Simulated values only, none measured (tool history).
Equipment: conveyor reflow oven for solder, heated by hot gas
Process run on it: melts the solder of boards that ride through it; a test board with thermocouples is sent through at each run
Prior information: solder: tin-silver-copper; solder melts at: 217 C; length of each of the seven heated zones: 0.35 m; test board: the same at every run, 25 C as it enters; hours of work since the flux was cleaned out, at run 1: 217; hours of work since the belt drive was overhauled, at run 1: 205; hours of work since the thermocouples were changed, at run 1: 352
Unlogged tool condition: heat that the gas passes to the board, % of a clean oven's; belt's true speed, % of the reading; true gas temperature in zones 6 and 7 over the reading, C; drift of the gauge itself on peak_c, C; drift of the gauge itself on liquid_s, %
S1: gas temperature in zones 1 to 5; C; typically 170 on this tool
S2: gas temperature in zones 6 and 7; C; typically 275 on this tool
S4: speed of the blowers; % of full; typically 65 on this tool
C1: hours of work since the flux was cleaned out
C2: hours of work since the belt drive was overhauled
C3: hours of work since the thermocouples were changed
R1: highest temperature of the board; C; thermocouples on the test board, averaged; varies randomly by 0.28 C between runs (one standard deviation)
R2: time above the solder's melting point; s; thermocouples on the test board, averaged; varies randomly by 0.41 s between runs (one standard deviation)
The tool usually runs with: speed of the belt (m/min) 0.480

{"run": 1, "hour": 0.0, "S1": 170, "S2": 275, "speed of the belt (m/min)": 0.48, "S4": 65, "C1": 217, "C2": 205, "C3": 352, "R1": 254.3, "R2": 64.8}
{"run": 2, "hour": 15.3, "S1": 170, "S2": 275, "speed of the belt (m/min)": 0.48, "S4": 55, "C1": 224, "C2": 213, "C3": 359, "R1": 250.9, "R2": 60.9}
{"run": 3, "hour": 38.2, "S1": 170, "S2": 275, "speed of the belt (m/min)": 0.48, "S4": 55, "C1": 235, "C2": 223, "C3": 370, "R1": 251.1, "R2": 61.1}
{"run": 4, "hour": 56.3, "S1": 170, "S2": 275, "speed of the belt (m/min)": 0.48, "S4": 55, "C1": 243, "C2": 232, "C3": 378, "R1": 251.7, "R2": 61.5}
{"run": 5, "hour": 79.0, "S1": 170, "S2": 275, "speed of the belt (m/min)": 0.48, "S4": 71, "C1": 254, "C2": 243, "C3": 389, "R1": 256.1, "R2": 65.6}
{"run": 6, "hour": 89.2, "S1": 170, "S2": 275, "speed of the belt (m/min)": 0.48, "S4": 71, "C1": 259, "C2": 248, "C3": 394, "R1": 255.9, "R2": 66.1}
{"run": 7, "hour": 103.7, "S1": 170, "S2": 275, "speed of the belt (m/min)": 0.48, "S4": 65, "C1": 266, "C2": 255, "C3": 401, "R1": 254.6, "R2": 64.4}
{"run": 8, "hour": 118.9, "S1": 170, "S2": 275, "speed of the belt (m/min)": 0.48, "S4": 53, "C1": 273, "C2": 262, "C3": 408, "R1": 250.3, "R2": 60.4}
{"run": 9, "hour": 133.3, "S1": 170, "S2": 275, "speed of the belt (m/min)": 0.48, "S4": 53, "C1": 280, "C2": 269, "C3": 415, "R1": 250.2, "R2": 60.5}
{"run": 10, "hour": 155.2, "S1": 170, "S2": 275, "speed of the belt (m/min)": 0.48, "S4": 65, "C1": 290, "C2": 279, "C3": 425, "R1": 254.2, "R2": 65.4}
{"run": 11, "hour": 170.8, "S1": 170, "S2": 275, "speed of the belt (m/min)": 0.48, "S4": 65, "C1": 298, "C2": 286, "C3": 433, "R1": 254.6, "R2": 64.5}
{"run": 12, "hour": 183.5, "S1": 183, "S2": 284, "speed of the belt (m/min)": 0.39, "S4": 78, "C1": 304, "C2": 292, "C3": 439, "R1": 273.3, "R2": 101.0}
{"run": 13, "hour": 193.4, "S1": 167, "S2": 289, "speed of the belt (m/min)": 0.39, "S4": 78, "C1": 308, "C2": 297, "C3": 443, "R1": 276.5, "R2": 96.1}
{"hour": 217.9, "done": "flux residue cleaned out of gas plates and filters"}
{"run": 14, "hour": 221.3, "S1": 167, "S2": 264, "speed of the belt (m/min)": 0.463, "S4": 65, "C1": 2, "C2": 308, "C3": 454, "R1": 246.0, "R2": 57.9}
{"run": 15, "hour": 238.0, "S1": 170, "S2": 269, "speed of the belt (m/min)": 0.529, "S4": 65, "C1": 10, "C2": 316, "C3": 462, "R1": 246.2, "R2": 50.2}
{"run": 16, "hour": 251.0, "S1": 170, "S2": 269, "speed of the belt (m/min)": 0.494, "S4": 64, "C1": 16, "C2": 322, "C3": 468, "R1": 248.1, "R2": 58.2}
{"run": 17, "hour": 273.3, "S1": 157, "S2": 283, "speed of the belt (m/min)": 0.48, "S4": 65, "C1": 26, "C2": 333, "C3": 479, "R1": 259.0, "R2": 63.9}
{"run": 18, "hour": 293.4, "S1": 170, "S2": 275, "speed of the belt (m/min)": 0.568, "S4": 65, "C1": 36, "C2": 342, "C3": 488, "R1": 247.3, "R2": 47.9}
{"run": 19, "hour": 311.6, "S1": 173, "S2": 275, "speed of the belt (m/min)": 0.486, "S4": 65, "C1": 44, "C2": 351, "C3": 497, "R1": 254.4, "R2": 64.9}
{"run": 20, "hour": 326.9, "S1": 173, "S2": 275, "speed of the belt (m/min)": 0.486, "S4": 65, "C1": 52, "C2": 358, "C3": 504, "R1": 254.5, "R2": 65.7}
{"run": 21, "hour": 336.8, "S1": 173, "S2": 275, "speed of the belt (m/min)": 0.486, "S4": 65, "C1": 56, "C2": 363, "C3": 509, "R1": 254.5, "R2": 65.3}

5 ways to go on from here, each from the tool as it stands after run 21. What would each give?
{"run": "A", "hour": 351.8, "S1": 172, "S2": 275, "speed of the belt (m/min)": 0.385, "S4": 57, "C1": 64, "C2": 370, "C3": 516, "R1": "?", "R2": "?"}
{"run": "B", "hour": 351.8, "S1": 173, "S2": 287, "speed of the belt (m/min)": 0.486, "S4": 86, "C1": 64, "C2": 370, "C3": 516, "R1": "?", "R2": "?"}
{"run": "C", "hour": 351.8, "S1": 174, "S2": 275, "speed of the belt (m/min)": 0.423, "S4": 65, "C1": 64, "C2": 370, "C3": 516, "R1": "?", "R2": "?"}
{"run": "D", "hour": 351.8, "S1": 170, "S2": 267, "speed of the belt (m/min)": 0.412, "S4": 55, "C1": 64, "C2": 370, "C3": 516, "R1": "?", "R2": "?"}
{"run": "E", "hour": 351.8, "S1": 165, "S2": 268, "speed of the belt (m/min)": 0.486, "S4": 53, "C1": 64, "C2": 370, "C3": 516, "R1": "?", "R2": "?"}

run=A R1=260.6 R2=88.5
run=B R1=270.0 R2=76.2
run=C R1=259.9 R2=80.6
run=D R1=250.7 R2=72.0
run=E R1=243.6 R2=50.7
Had the tool no hidden state, the same runs would have come out as:
run=A R1=260.5 R2=88.4
run=B R1=269.9 R2=76.1
run=C R1=259.8 R2=80.5
run=D R1=250.6 R2=71.9
run=E R1=243.6 R2=50.6

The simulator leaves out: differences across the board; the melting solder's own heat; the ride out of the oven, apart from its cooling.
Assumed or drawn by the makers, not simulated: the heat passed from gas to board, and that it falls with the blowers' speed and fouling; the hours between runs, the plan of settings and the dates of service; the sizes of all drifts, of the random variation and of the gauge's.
